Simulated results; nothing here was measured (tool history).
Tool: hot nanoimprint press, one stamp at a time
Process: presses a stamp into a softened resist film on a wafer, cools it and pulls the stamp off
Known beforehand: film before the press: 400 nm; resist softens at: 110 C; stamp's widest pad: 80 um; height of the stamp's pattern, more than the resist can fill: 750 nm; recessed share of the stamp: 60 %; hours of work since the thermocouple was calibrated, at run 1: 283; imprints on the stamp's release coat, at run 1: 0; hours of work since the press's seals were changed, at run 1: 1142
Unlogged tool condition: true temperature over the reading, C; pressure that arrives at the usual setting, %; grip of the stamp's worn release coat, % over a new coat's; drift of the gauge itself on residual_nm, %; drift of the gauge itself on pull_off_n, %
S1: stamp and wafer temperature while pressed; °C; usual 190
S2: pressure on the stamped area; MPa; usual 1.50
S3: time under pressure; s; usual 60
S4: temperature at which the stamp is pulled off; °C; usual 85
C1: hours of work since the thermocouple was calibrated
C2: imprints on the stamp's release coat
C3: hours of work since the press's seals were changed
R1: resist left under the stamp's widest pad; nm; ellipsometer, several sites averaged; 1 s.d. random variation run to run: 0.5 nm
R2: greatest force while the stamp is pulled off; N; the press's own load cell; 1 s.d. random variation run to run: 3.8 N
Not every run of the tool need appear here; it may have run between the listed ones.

run 1 hour=0.0 | S1=190 S2=1.50 S3=60 S4=85 | C1=283 C2=0 C3=1142 | R1=194.1 R2=173
run 2 hour=32.6 | S1=190 S2=1.87 S3=60 S4=85 | C1=307 C2=187 C3=1166 | R1=176.9 R2=183
run 3 hour=66.0 | S1=190 S2=1.50 S3=60 S4=89 | C1=332 C2=378 C3=1191 | R1=193.3 R2=182
run 4 hour=130.1 | S1=190 S2=1.50 S3=60 S4=89 | C1=380 C2=745 C3=1239 | R1=193.4 R2=189
run 5 hour=188.1 | S1=190 S2=1.50 S3=60 S4=85 | C1=423 C2=1077 C3=1282 | R1=192.6 R2=212
run 6 hour=253.6 | S1=190 S2=1.50 S3=60 S4=85 | C1=472 C2=1452 C3=1331 | R1=192.9 R2=224
-- hour=298.1 press's hydraulic seals changed and the load cell set to zero
run 7 hour=331.4 | S1=190 S2=1.50 S3=60 S4=85 | C1=524 C2=1852 C3=25 | R1=187.6 R2=247
-- hour=356.5 plate thermocouple calibrated
-- hour=384.5 stamp cleaned and given a new release coat
run 8 hour=384.5 | S1=190 S2=1.50 S3=60 S4=85 | C1=16 C2=0 C3=58 | R1=185.6 R2=173
run 9 hour=436.4 | S1=190 S2=1.07 S3=60 S4=85 | C1=55 C2=297 C3=96 | R1=211.4 R2=180
run 10 hour=468.0 | S1=190 S2=1.07 S3=60 S4=85 | C1=79 C2=478 C3=120 | R1=211.7 R2=194
-- hour=508.0 plate thermocouple calibrated, once more
run 11 hour=538.4 | S1=190 S2=1.07 S3=60 S4=85 | C1=23 C2=864 C3=170 | R1=225.0 R2=217
run 12 hour=608.1 | S1=190 S2=1.07 S3=60 S4=85 | C1=75 C2=1263 C3=222 | R1=224.2 R2=233
run 13 hour=647.8 | S1=190 S2=1.07 S3=60 S4=85 | C1=104 C2=1490 C3=251 | R1=222.8 R2=231
run 14 hour=703.9 | S1=190 S2=1.07 S3=60 S4=85 | C1=146 C2=1812 C3=293 | R1=224.7 R2=253
run 15 hour=750.6 | S1=190 S2=1.22 S3=60 S4=74 | C1=181 C2=2079 C3=328 | R1=210.9 R2=307
-- hour=761.3 stamp cleaned and given a new release coat
run 16 hour=798.4 | S1=190 S2=1.87 S3=78 S4=75 | C1=212 C2=212 C3=359 | R1=160.2 R2=217
run 17 hour=859.7 | S1=190 S2=1.50 S3=60 S4=80 | C1=257 C2=564 C3=405 | R1=195.3 R2=221
run 18 hour=896.4 | S1=190 S2=1.42 S3=60 S4=87 | C1=285 C2=774 C3=432 | R1=199.3 R2=191
run 19 hour=939.4 | S1=190 S2=1.34 S3=60 S4=85 | C1=317 C2=1020 C3=464 | R1=203.0 R2=210
run 20 hour=986.1 | S1=198 S2=2.37 S3=91 S4=86 | C1=351 C2=1287 C3=499 | R1=108.3 R2=226
run 21 hour=1055.8 | S1=198 S2=1.13 S3=91 S4=70 | C1=403 C2=1686 C3=550 | R1=153.5 R2=298
run 22 hour=1112.7 | S1=198 S2=1.13 S3=48 S4=70 | C1=445 C2=2012 C3=593 | R1=196.4 R2=328

The next listed run, before its measurement:
-- hour=1134.5 stamp cleaned and given a new release coat
run 23 hour=1154.9 | S1=201 S2=1.71 S3=59 S4=89 | C1=472 C2=117 C3=620 | R1=? R2=?

R1: 141.0 nm
R2: 167 N
Were there no unlogged condition in the tool, this run, its random variation unchanged, would have produced R1 142.6 nm, R2 166 N.
